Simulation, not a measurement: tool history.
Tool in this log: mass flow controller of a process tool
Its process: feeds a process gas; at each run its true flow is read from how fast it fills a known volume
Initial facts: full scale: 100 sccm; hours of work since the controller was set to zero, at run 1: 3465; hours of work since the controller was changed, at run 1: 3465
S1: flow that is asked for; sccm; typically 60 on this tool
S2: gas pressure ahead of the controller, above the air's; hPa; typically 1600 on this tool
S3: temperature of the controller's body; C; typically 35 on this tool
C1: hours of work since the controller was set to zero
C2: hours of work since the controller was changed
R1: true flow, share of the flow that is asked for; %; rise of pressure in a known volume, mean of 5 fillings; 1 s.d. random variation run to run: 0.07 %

Run 1, hour 0.0: usual settings; C1 3465; C2 3465. Result: R1 96.85 %.
Run 2, hour 392.0: usual settings; C1 3670; C2 3670. Result: R1 96.81 %.
Run 3, hour 837.1: usual settings; C1 3904; C2 3904. Result: R1 96.73 %.
Run 4, hour 1304.4: usual settings but S1 45 sccm; C1 4148; C2 4148. Result: R1 95.88 %.
Run 5, hour 1602.5: usual settings but S1 45 sccm; C1 4304; C2 4304. Result: R1 95.64 %.
Run 6, hour 2123.1: usual settings but S1 45 sccm; C1 4577; C2 4577. Result: R1 95.62 %.
Run 7, hour 2647.8: usual settings but S2 1400 hPa; C1 4852; C2 4852. Result: R1 96.03 %.
Run 8, hour 3087.0: usual settings but S2 1580 hPa; C1 5082; C2 5082. Result: R1 95.93 %.
Run 9, hour 3327.1: usual settings but S2 2280 hPa; C1 5208; C2 5208. Result: R1 96.25 %.
Run 10, hour 3825.3: usual settings but S2 2280 hPa; C1 5469; C2 5469. Result: R1 96.01 %.
Run 11, hour 4215.0: usual settings but S2 2280 hPa; C1 5673; C2 5673. Result: R1 95.88 %.
Run 12, hour 4567.0: usual settings but S3 37 C; C1 5858; C2 5858. Result: R1 95.51 %.
Run 13, hour 4978.9: usual settings but S3 37 C; C1 6073; C2 6073. Result: R1 95.31 %.
Run 14, hour 5428.8: usual settings; C1 6309; C2 6309. Result: R1 95.42 %.
Run 15, hour 5714.4: usual settings but S1 11 sccm; C1 6459; C2 6459. Result: R1 83.64 %.
At hour 6122.3: controller's zero set anew.
Run 16, hour 6211.6: usual settings; C1 47; C2 6719. Result: R1 94.95 %.
Run 17, hour 6728.1: usual settings but S2 2500 hPa; C1 317; C2 6989. Result: R1 95.07 %.
Run 18, hour 7129.1: usual settings; C1 527; C2 7200. Result: R1 94.65 %.
Run 19, hour 7377.7: usual settings; C1 658; C2 7330. Result: R1 94.55 %.
Run 20, hour 7620.3: usual settings but S1 31 sccm; C1 785; C2 7457. Result: R1 91.19 %.
Run 21, hour 7881.3: usual settings but S1 31 sccm; C1 921; C2 7594. Result: R1 91.26 %.
Run 22, hour 8180.4: usual settings but S1 31 sccm; C1 1078; C2 7750. Result: R1 91.11 %.
Run 23, hour 8448.9: usual settings but S1 31 sccm; C1 1219; C2 7891. Result: R1 90.97 %.
At hour 8563.2: controller's zero set anew, once more.
Run 24, hour 8719.8: usual settings but S2 2430 hPa; C1 82; C2 8033. Result: R1 97.79 %.

Forecast run 25:
Run 25, hour 8987.0: usual settings but S2 2430 hPa; C1 222; C2 8173. Result: R1 ?.

R1: 97.81 %
On a tool with no hidden condition, and with the same random variation, this run would have come out at R1 99.00 %.
